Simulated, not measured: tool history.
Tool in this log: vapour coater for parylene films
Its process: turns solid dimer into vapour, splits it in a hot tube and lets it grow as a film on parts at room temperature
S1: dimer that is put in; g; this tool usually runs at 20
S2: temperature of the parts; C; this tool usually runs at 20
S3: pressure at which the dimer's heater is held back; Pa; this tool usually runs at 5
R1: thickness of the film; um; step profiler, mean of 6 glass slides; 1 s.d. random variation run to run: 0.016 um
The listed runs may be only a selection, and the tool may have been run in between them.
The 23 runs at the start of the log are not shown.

{"run": 24, "hour": 314.7, "S1": 19, "S2": 20, "S3": 2.35, "R1": 3.35}
{"run": 25, "hour": 327.3, "S1": 19, "S2": 20, "S3": 2.35, "R1": 3.38}
{"run": 26, "hour": 341.0, "S1": 19, "S2": 20, "S3": 2.35, "R1": 3.36}
{"run": 27, "hour": 355.6, "S1": 15, "S2": 20, "S3": 8.24, "R1": 2.04}
{"run": 28, "hour": 365.2, "S1": 24, "S2": 15, "S3": 7.38, "R1": 3.95}
{"run": 29, "hour": 374.6, "S1": 34, "S2": 29, "S3": 2.92, "R1": 4.29}
{"run": 30, "hour": 391.0, "S1": 34, "S2": 29, "S3": 2.92, "R1": 4.31}
{"run": 31, "hour": 407.6, "S1": 34, "S2": 29, "S3": 2.92, "R1": 4.29}
{"run": 32, "hour": 418.8, "S1": 8, "S2": 30, "S3": 5, "R1": 0.9}
{"run": 33, "hour": 434.5, "S1": 11, "S2": 21, "S3": 4.06, "R1": 1.69}
{"run": 34, "hour": 450.4, "S1": 11, "S2": 21, "S3": 4.06, "R1": 1.71}
{"hour": 456.5, "done": "gauge calibrated"}
{"run": 35, "hour": 463.3, "S1": 9, "S2": 22, "S3": 5, "R1": 1.24}
{"run": 36, "hour": 481.0, "S1": 27, "S2": 29, "S3": 3.05, "R1": 3.3}
{"run": 37, "hour": 494.4, "S1": 11, "S2": 20, "S3": 2.18, "R1": 1.95}
{"hour": 510.1, "done": "trap's valve overhauled"}
{"run": 38, "hour": 510.1, "S1": 12, "S2": 19, "S3": 7.87, "R1": 1.69}
{"run": 39, "hour": 520.1, "S1": 12, "S2": 19, "S3": 7.87, "R1": 1.7}
{"run": 40, "hour": 530.0, "S1": 15, "S2": 30, "S3": 5.95, "R1": 1.55}
{"run": 41, "hour": 542.6, "S1": 15, "S2": 30, "S3": 5.95, "R1": 1.56}
{"hour": 552.8, "done": "table's thermometer calibrated"}
{"run": 42, "hour": 552.8, "S1": 11, "S2": 29, "S3": 4.05, "R1": 1.27}
{"run": 43, "hour": 565.0, "S1": 20, "S2": 13, "S3": 2.6, "R1": 4.3}
{"run": 44, "hour": 573.3, "S1": 20, "S2": 13, "S3": 2.8, "R1": 4.27}
{"run": 45, "hour": 584.8, "S1": 33, "S2": 15, "S3": 5, "R1": 5.88}
{"run": 46, "hour": 597.3, "S1": 33, "S2": 15, "S3": 5, "R1": 5.82}

What if the next run were any one of these 3? Each begins from the tool's condition after run 46:
{"run": "A", "hour": 609.5, "S1": 33, "S2": 15, "S3": 2.02, "R1": "?"}
{"run": "B", "hour": 609.5, "S1": 33, "S2": 15, "S3": 2.57, "R1": "?"}
{"run": "C", "hour": 609.5, "S1": 28, "S2": 13, "S3": 5, "R1": "?"}

run=A R1=7.05
run=B R1=6.71
run=C R1=5.28
With the hidden condition removed and each run's random variation left untouched, the same runs would have given:
run=A R1=6.99
run=B R1=6.66
run=C R1=5.24
